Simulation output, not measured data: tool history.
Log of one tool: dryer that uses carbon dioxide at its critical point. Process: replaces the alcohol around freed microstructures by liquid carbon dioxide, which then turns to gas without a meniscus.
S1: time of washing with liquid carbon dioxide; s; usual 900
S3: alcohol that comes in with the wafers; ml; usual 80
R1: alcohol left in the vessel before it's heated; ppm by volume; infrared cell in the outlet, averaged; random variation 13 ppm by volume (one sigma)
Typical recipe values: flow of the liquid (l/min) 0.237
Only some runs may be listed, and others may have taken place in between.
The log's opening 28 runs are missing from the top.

{"hour": 367.1, "done": "purifier's bed changed"}
{"run": 29, "hour": 374.8, "S1": 1020, "flow of the liquid (l/min)": 0.373, "S3": 80, "R1": 30}
{"run": 30, "hour": 389.7, "S1": 1020, "flow of the liquid (l/min)": 0.373, "S3": 80, "R1": 36}
{"run": 31, "hour": 406.0, "S1": 1020, "flow of the liquid (l/min)": 0.237, "S3": 27, "R1": 196}
{"run": 32, "hour": 416.0, "S1": 1020, "flow of the liquid (l/min)": 0.237, "S3": 27, "R1": 214}
{"run": 33, "hour": 426.7, "S1": 900, "flow of the liquid (l/min)": 0.249, "S3": 43, "R1": 510}
{"run": 34, "hour": 441.7, "S1": 780, "flow of the liquid (l/min)": 0.157, "S3": 20, "R1": 2304}
{"run": 35, "hour": 449.1, "S1": 900, "flow of the liquid (l/min)": 0.178, "S3": 59, "R1": 2933}
{"run": 36, "hour": 461.5, "S1": 900, "flow of the liquid (l/min)": 0.178, "S3": 59, "R1": 3061}
{"run": 37, "hour": 474.8, "S1": 900, "flow of the liquid (l/min)": 0.178, "S3": 59, "R1": 3115}
{"run": 38, "hour": 488.3, "S1": 900, "flow of the liquid (l/min)": 0.178, "S3": 59, "R1": 3309}
{"run": 39, "hour": 497.9, "S1": 660, "flow of the liquid (l/min)": 0.148, "S3": 80, "R1": 18024}
{"run": 40, "hour": 513.3, "S1": 660, "flow of the liquid (l/min)": 0.148, "S3": 80, "R1": 18090}
{"run": 41, "hour": 530.0, "S1": 1260, "flow of the liquid (l/min)": 0.237, "S3": 80, "R1": 280}
{"run": 42, "hour": 540.5, "S1": 1380, "flow of the liquid (l/min)": 0.269, "S3": 24, "R1": 54}
{"run": 43, "hour": 552.0, "S1": 1380, "flow of the liquid (l/min)": 0.269, "S3": 24, "R1": 75}
{"run": 44, "hour": 564.4, "S1": 1380, "flow of the liquid (l/min)": 0.226, "S3": 44, "R1": 171}
{"hour": 569.9, "done": "inlet filter changed"}
{"run": 45, "hour": 577.8, "S1": 960, "flow of the liquid (l/min)": 0.212, "S3": 100, "R1": 1385}
{"run": 46, "hour": 591.8, "S1": 960, "flow of the liquid (l/min)": 0.212, "S3": 100, "R1": 1423}
{"run": 47, "hour": 599.6, "S1": 960, "flow of the liquid (l/min)": 0.212, "S3": 100, "R1": 1473}
{"run": 48, "hour": 607.3, "S1": 780, "flow of the liquid (l/min)": 0.181, "S3": 89, "R1": 5633}

Consider 3 possible next runs. They are alternatives, not a sequence: every one starts from the tool as it was left by run 48. What does each give?
{"run": "A", "hour": 624.4, "S1": 900, "flow of the liquid (l/min)": 0.337, "S3": 29, "R1": "?"}
{"run": "B", "hour": 624.4, "S1": 720, "flow of the liquid (l/min)": 0.302, "S3": 33, "R1": "?"}
{"run": "C", "hour": 624.4, "S1": 1020, "flow of the liquid (l/min)": 0.237, "S3": 35, "R1": "?"}

run=A R1=110
run=B R1=445
run=C R1=272
Take away the tool's hidden state, keep each run's random variation, and the runs would have read:
run=A R1=43
run=B R1=320
run=C R1=173

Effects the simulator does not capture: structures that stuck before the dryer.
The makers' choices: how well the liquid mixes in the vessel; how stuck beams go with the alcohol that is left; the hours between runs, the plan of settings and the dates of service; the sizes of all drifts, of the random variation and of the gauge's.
